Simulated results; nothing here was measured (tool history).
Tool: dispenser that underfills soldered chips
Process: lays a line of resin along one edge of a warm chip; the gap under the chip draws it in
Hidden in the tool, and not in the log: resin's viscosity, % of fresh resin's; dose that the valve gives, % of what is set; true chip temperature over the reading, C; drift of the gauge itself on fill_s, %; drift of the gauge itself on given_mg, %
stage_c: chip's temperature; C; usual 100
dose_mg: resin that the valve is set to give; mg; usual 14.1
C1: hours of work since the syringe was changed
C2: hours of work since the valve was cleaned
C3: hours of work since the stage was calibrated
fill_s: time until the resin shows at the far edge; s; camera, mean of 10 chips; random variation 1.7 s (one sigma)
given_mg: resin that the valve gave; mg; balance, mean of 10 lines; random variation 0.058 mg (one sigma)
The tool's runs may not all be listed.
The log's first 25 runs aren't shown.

{"hour": 139.6, "done": "new syringe of resin"}
{"run": 26, "hour": 144.0, "stage_c": 110, "dose_mg": 14.1, "C1": 3, "C2": 97, "C3": 129, "fill_s": 141.4, "given_mg": 13.05}
{"hour": 149.5, "done": "new syringe of resin"}
{"run": 27, "hour": 149.7, "stage_c": 106, "dose_mg": 17.8, "C1": 0, "C2": 102, "C3": 133, "fill_s": 137.6, "given_mg": 16.47}
{"run": 28, "hour": 152.9, "stage_c": 112, "dose_mg": 12.8, "C1": 3, "C2": 104, "C3": 135, "fill_s": 127.9, "given_mg": 11.87}
{"hour": 157.7, "done": "dispensing valve cleaned and set on the balance"}
{"hour": 160.1, "done": "new syringe of resin"}
{"run": 29, "hour": 160.1, "stage_c": 110, "dose_mg": 16.3, "C1": 0, "C2": 2, "C3": 140, "fill_s": 119.6, "given_mg": 16.33}
{"run": 30, "hour": 164.8, "stage_c": 111, "dose_mg": 12.1, "C1": 4, "C2": 5, "C3": 143, "fill_s": 138.1, "given_mg": 12.02}
{"run": 31, "hour": 169.0, "stage_c": 111, "dose_mg": 12.1, "C1": 7, "C2": 8, "C3": 146, "fill_s": 159.2, "given_mg": 12.02}
{"hour": 169.9, "done": "new syringe of resin"}
{"run": 32, "hour": 175.2, "stage_c": 111, "dose_mg": 12.1, "C1": 4, "C2": 13, "C3": 151, "fill_s": 141.3, "given_mg": 12.03}
{"hour": 179.6, "done": "new syringe of resin"}
{"run": 33, "hour": 182.3, "stage_c": 92, "dose_mg": 16.3, "C1": 2, "C2": 18, "C3": 156, "fill_s": 251.8, "given_mg": 16.18}
{"hour": 189.5, "done": "new syringe of resin"}
{"run": 34, "hour": 190.0, "stage_c": 88, "dose_mg": 16.3, "C1": 0, "C2": 23, "C3": 161, "fill_s": 279.7, "given_mg": 16.11}
{"run": 35, "hour": 196.8, "stage_c": 103, "dose_mg": 14.1, "C1": 5, "C2": 28, "C3": 166, "fill_s": 202.5, "given_mg": 13.82}

3 ways to go on from here, each from the tool as it stands after run 35. What would each give?
{"hour": 199.5, "done": "new syringe of resin"}
{"run": "A", "hour": 202.4, "stage_c": 103, "dose_mg": 13.8, "C1": 2, "C2": 32, "C3": 170, "fill_s": "?", "given_mg": "?"}
{"hour": 199.5, "done": "new syringe of resin"}
{"run": "B", "hour": 202.4, "stage_c": 111, "dose_mg": 14.5, "C1": 2, "C2": 32, "C3": 170, "fill_s": "?", "given_mg": "?"}
{"hour": 199.5, "done": "new syringe of resin"}
{"run": "C", "hour": 202.4, "stage_c": 100, "dose_mg": 16.5, "C1": 2, "C2": 32, "C3": 170, "fill_s": "?", "given_mg": "?"}

run=A fill_s=171.4 given_mg=13.48
run=B fill_s=130 given_mg=14.16
run=C fill_s=187.7 given_mg=16.17
Without the tool's hidden state the same runs would have given:
run=A fill_s=148.9 given_mg=13.76
run=B fill_s=113.2 given_mg=14.45
run=C fill_s=163.3 given_mg=16.51
